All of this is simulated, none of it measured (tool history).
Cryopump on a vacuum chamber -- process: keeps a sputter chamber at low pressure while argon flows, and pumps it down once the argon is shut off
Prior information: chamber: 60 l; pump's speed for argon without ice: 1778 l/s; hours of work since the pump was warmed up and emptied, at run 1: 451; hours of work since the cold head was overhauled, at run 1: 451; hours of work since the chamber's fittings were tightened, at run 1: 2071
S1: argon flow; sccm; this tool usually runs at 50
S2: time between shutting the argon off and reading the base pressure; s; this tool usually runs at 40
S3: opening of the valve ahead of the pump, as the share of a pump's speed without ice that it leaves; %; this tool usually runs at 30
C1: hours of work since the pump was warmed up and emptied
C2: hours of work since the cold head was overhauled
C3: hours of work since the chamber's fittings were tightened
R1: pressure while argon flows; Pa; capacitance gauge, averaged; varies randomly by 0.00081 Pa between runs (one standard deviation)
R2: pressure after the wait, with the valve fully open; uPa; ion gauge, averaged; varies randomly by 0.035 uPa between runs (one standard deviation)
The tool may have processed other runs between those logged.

run 1 hour=0 | S1=50 S2=40 S3=30 | C1=451 C2=451 C3=2071 | R1=0.172 R2=3.39
-- hour=10.3 pump warmed up, emptied and cooled again
run 2 hour=67.6 | S1=54 S2=40 S3=30 | C1=41 C2=496 C3=2116 | R1=0.173 R2=3.06
-- hour=88.5 leaking fittings of the chamber tightened, without venting
run 3 hour=142.1 | S1=54 S2=40 S3=30 | C1=94 C2=549 C3=39 | R1=0.1746 R2=2.01
run 4 hour=178.8 | S1=50 S2=40 S3=30 | C1=121 C2=575 C3=65 | R1=0.1616 R2=1.96
run 5 hour=229.9 | S1=50 S2=40 S3=30 | C1=158 C2=612 C3=102 | R1=0.1632 R2=1.95
run 6 hour=281 | S1=50 S2=27 S3=30 | C1=195 C2=649 C3=139 | R1=0.164 R2=2.88
run 7 hour=314.1 | S1=32 S2=27 S3=30 | C1=219 C2=673 C3=163 | R1=0.1045 R2=2.93
run 8 hour=372.7 | S1=32 S2=27 S3=30 | C1=261 C2=716 C3=206 | R1=0.1068 R2=2.94
run 9 hour=410.3 | S1=32 S2=27 S3=30 | C1=288 C2=743 C3=233 | R1=0.1074 R2=3.05
run 10 hour=460.5 | S1=50 S2=40 S3=41 | C1=325 C2=779 C3=269 | R1=0.1264 R2=2.1
run 11 hour=504.4 | S1=50 S2=40 S3=41 | C1=357 C2=811 C3=301 | R1=0.1265 R2=2.26
run 12 hour=567.6 | S1=50 S2=40 S3=41 | C1=402 C2=857 C3=347 | R1=0.129 R2=2.18
run 13 hour=622.8 | S1=50 S2=40 S3=30 | C1=442 C2=897 C3=387 | R1=0.1737 R2=2.31
-- hour=642.5 pump warmed up, emptied and cooled again
run 14 hour=698.3 | S1=50 S2=40 S3=57 | C1=40 C2=948 C3=438 | R1=0.0854 R2=2.18
run 15 hour=749.2 | S1=50 S2=40 S3=57 | C1=77 C2=985 C3=475 | R1=0.0868 R2=2.18
run 16 hour=818.9 | S1=50 S2=258 S3=30 | C1=128 C2=1035 C3=526 | R1=0.1626 R2=0.8
run 17 hour=860 | S1=50 S2=258 S3=30 | C1=158 C2=1065 C3=555 | R1=0.1637 R2=0.82
run 18 hour=933.1 | S1=80 S2=258 S3=30 | C1=210 C2=1118 C3=608 | R1=0.2627 R2=0.88
run 19 hour=963.4 | S1=70 S2=66 S3=30 | C1=232 C2=1140 C3=630 | R1=0.2328 R2=1.74
run 20 hour=1013.5 | S1=70 S2=66 S3=30 | C1=269 C2=1176 C3=666 | R1=0.2324 R2=1.74
run 21 hour=1045.5 | S1=28 S2=23 S3=45 | C1=292 C2=1199 C3=690 | R1=0.0651 R2=3.66
run 22 hour=1100.3 | S1=28 S2=23 S3=45 | C1=332 C2=1239 C3=729 | R1=0.0664 R2=3.78
run 23 hour=1160.1 | S1=27 S2=40 S3=44 | C1=375 C2=1282 C3=773 | R1=0.0649 R2=2.49
run 24 hour=1211.9 | S1=27 S2=40 S3=44 | C1=412 C2=1320 C3=810 | R1=0.0654 R2=2.55
run 25 hour=1250.7 | S1=62 S2=40 S3=38 | C1=441 C2=1348 C3=838 | R1=0.1714 R2=2.56
-- hour=1276.2 pump warmed up, emptied and cooled again
run 26 hour=1301.4 | S1=35 S2=97 S3=38 | C1=18 C2=1381 C3=871 | R1=0.0892 R2=1.42
run 27 hour=1351.7 | S1=35 S2=97 S3=38 | C1=55 C2=1418 C3=908 | R1=0.0889 R2=1.45
run 28 hour=1406.1 | S1=35 S2=97 S3=38 | C1=94 C2=1457 C3=947 | R1=0.0894 R2=1.48
run 29 hour=1456 | S1=35 S2=97 S3=38 | C1=130 C2=1493 C3=983 | R1=0.0908 R2=1.5
run 30 hour=1529.7 | S1=30 S2=225 S3=17 | C1=184 C2=1547 C3=1037 | R1=0.1721 R2=1.23
run 31 hour=1579.9 | S1=30 S2=40 S3=30 | C1=220 C2=1583 C3=1073 | R1=0.1002 R2=2.69
run 32 hour=1623.8 | S1=91 S2=24 S3=23 | C1=252 C2=1615 C3=1105 | R1=0.3921 R2=3.87
run 33 hour=1668 | S1=50 S2=40 S3=30 | C1=284 C2=1647 C3=1137 | R1=0.1668 R2=2.74
run 34 hour=1735 | S1=50 S2=40 S3=30 | C1=332 C2=1695 C3=1186 | R1=0.1681 R2=2.7
run 35 hour=1784.3 | S1=82 S2=40 S3=16 | C1=368 C2=1731 C3=1221 | R1=0.5096 R2=2.87

3 options for the next run, each taken on its own from the tool as it stands now. Forecast them:
run A hour=1845.3 | S1=82 S2=22 S3=16 | C1=412 C2=1775 C3=1265 | R1=? R2=?
run B hour=1845.3 | S1=82 S2=40 S3=42 | C1=412 C2=1775 C3=1265 | R1=? R2=?
run C hour=1845.3 | S1=98 S2=74 S3=16 | C1=412 C2=1775 C3=1265 | R1=? R2=?

run=A R1=0.5087 R2=4.27
run=B R1=0.2074 R2=2.85
run=C R1=0.6053 R2=2.13
Had the tool no hidden state, the same runs would have come out as:
run=A R1=0.487 R2=3.3
run=B R1=0.1857 R2=1.88
run=C R1=0.5795 R2=1.15
